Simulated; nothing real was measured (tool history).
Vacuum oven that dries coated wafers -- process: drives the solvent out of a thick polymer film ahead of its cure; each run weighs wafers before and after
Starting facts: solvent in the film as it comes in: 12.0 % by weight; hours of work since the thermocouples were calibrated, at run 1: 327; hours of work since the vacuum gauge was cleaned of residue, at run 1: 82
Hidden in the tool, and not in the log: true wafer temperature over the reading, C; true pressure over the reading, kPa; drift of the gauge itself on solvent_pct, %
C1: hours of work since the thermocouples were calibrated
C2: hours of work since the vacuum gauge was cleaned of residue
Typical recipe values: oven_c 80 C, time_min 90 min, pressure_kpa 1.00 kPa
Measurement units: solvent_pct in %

Run 1, day 0.000: usual settings; C1 327; C2 82. Result: solvent_pct 2.49 %.
Run 2, day 1.021: usual settings; C1 342; C2 97. Result: solvent_pct 2.52 %.
Run 3, day 1.604: usual settings; C1 350; C2 105. Result: solvent_pct 2.43 %.
Run 4, day 2.396: usual settings; C1 361; C2 117. Result: solvent_pct 2.46 %.
Run 5, day 3.467: usual settings; C1 377; C2 132. Result: solvent_pct 2.45 %.
Run 6, day 4.396: usual settings but pressure_kpa 0.65 kPa; C1 390; C2 145. Result: solvent_pct 2.28 %.
Run 7, day 5.233: usual settings but pressure_kpa 0.65 kPa; C1 402; C2 157. Result: solvent_pct 2.28 %.
Run 8, day 6.062: usual settings; C1 414; C2 169. Result: solvent_pct 2.44 %.
Run 9, day 6.921: usual settings; C1 426; C2 181. Result: solvent_pct 2.48 %.
Run 10, day 7.500: usual settings; C1 435; C2 190. Result: solvent_pct 2.49 %.
Run 11, day 8.488: usual settings but oven_c 91 C; C1 449; C2 204. Result: solvent_pct 1.07 %.
Run 12, day 9.108: usual settings but oven_c 91 C; C1 458; C2 213. Result: solvent_pct 1.04 %.
Run 13, day 9.888: usual settings but oven_c 85 C; C1 469; C2 224. Result: solvent_pct 1.67 %.
Run 14, day 10.383: usual settings but oven_c 85 C; C1 476; C2 231. Result: solvent_pct 1.70 %.
Run 15, day 11.212: usual settings but oven_c 78 C; C1 488; C2 243. Result: solvent_pct 2.84 %.
Run 16, day 11.892: usual settings but pressure_kpa 0.62 kPa; C1 498; C2 253. Result: solvent_pct 2.28 %.
Run 17, day 12.596: usual settings but oven_c 93 C; C1 508; C2 263. Result: solvent_pct 0.86 %.
Run 18, day 13.621: usual settings but oven_c 77 C, time_min 79 min, pressure_kpa 0.82 kPa; C1 522; C2 277. Result: solvent_pct 3.29 %.
Run 19, day 14.250: usual settings but oven_c 77 C, time_min 79 min, pressure_kpa 0.82 kPa; C1 531; C2 287. Result: solvent_pct 3.34 %.
Run 20, day 14.862: usual settings but oven_c 77 C, time_min 79 min, pressure_kpa 0.82 kPa; C1 540; C2 295. Result: solvent_pct 3.34 %.
Run 21, day 15.408: usual settings but oven_c 77 C, time_min 79 min, pressure_kpa 0.82 kPa; C1 548; C2 303. Result: solvent_pct 3.27 %.
Run 22, day 16.379: usual settings but oven_c 77 C, time_min 79 min, pressure_kpa 0.82 kPa; C1 562; C2 317. Result: solvent_pct 3.33 %.
Run 23, day 17.000: usual settings but oven_c 77 C, time_min 79 min, pressure_kpa 0.82 kPa; C1 571; C2 326. Result: solvent_pct 3.39 %.
Run 24, day 17.838: usual settings but oven_c 79 C; C1 583; C2 338. Result: solvent_pct 2.68 %.
Run 25, day 18.442: usual settings but oven_c 81 C; C1 592; C2 347. Result: solvent_pct 2.30 %.
Run 26, day 19.133: usual settings but oven_c 83 C, time_min 160 min, pressure_kpa 3.90 kPa; C1 601; C2 357. Result: solvent_pct 2.68 %.
Run 27, day 19.750: usual settings but oven_c 65 C, time_min 61 min, pressure_kpa 3.90 kPa; C1 610; C2 365. Result: solvent_pct 8.45 %.

For run 28, what comes out?
Run 28, day 20.292: usual settings but time_min 69 min, pressure_kpa 1.42 kPa; C1 618; C2 373. Result: solvent_pct ?.

Logged for run 28: solvent_pct 3.52 %.
Take away the tool's hidden state, keep the run-to-run variation as it was, and the same run would have given solvent_pct 3.51 %.

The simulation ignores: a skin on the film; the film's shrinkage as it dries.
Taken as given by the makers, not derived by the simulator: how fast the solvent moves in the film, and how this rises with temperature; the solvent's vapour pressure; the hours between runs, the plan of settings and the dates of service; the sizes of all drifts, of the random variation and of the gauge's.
